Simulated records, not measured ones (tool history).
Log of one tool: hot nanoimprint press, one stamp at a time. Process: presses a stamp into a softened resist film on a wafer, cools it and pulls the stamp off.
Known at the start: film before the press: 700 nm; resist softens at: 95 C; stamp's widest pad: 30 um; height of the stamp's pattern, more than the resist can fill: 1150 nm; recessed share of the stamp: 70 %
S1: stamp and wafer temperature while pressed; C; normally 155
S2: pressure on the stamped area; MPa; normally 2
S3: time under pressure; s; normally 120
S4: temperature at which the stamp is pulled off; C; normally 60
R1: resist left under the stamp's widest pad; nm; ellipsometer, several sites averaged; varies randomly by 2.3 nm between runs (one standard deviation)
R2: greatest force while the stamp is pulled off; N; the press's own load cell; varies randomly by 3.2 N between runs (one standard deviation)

run,day,S1,S2,S3,S4,R1,R2
1,0,155,2,120,60,367.9,144
2,1.121,155,2,120,60,370.3,152
3,2.925,155,2,120,60,372,174
4,4.421,155,2,120,60,366.6,182
# day 5.442: stamp cleaned and given a new release coat
5,5.775,155,2,120,60,365.8,149
# day 7.042: press's hydraulic seals changed and the load cell set to zero
6,7.996,155,2,120,60,352.3,160
7,9.696,155,2,120,60,358.8,172
8,10.658,155,2,120,60,354.9,188
# day 11.129: stamp cleaned and given a new release coat
9,12.562,155,2,120,60,348.3,160
10,13.521,155,2,120,60,347.2,167
# day 15.517: plate thermocouple calibrated
11,15.612,155,2,120,60,327.1,178
# day 16.671: stamp cleaned and given a new release coat
12,17.662,155,2,120,60,325,157
13,19.621,155,2,120,60,322.1,166
14,20.962,155,2,120,60,322.3,172
# day 22.058: stamp cleaned and given a new release coat
15,22.554,155,2,120,60,317.2,153
16,23.575,146,1.67,63,62,587.3,148
17,25.108,146,1.67,63,62,580.9,164
18,26,155,1.25,111,60,391.4,170
# day 27.446: stamp cleaned and given a new release coat
# day 27.688: plate thermocouple calibrated, once more
19,28.108,163,1.57,120,60,274,158
20,29.267,155,2,114,58,388.5,160
21,31.188,143,1.57,238,67,566.4,171

Run 22 has not been measured yet. What should we expect?
# day 32.892: stamp cleaned and given a new release coat
22,33.129,143,1.57,238,67,?,?

R1: 558.1 nm
R2: 142 N
If the tool had no hidden condition, the same run with the same run-to-run variation would have returned R1 564.5 nm, R2 141 N.
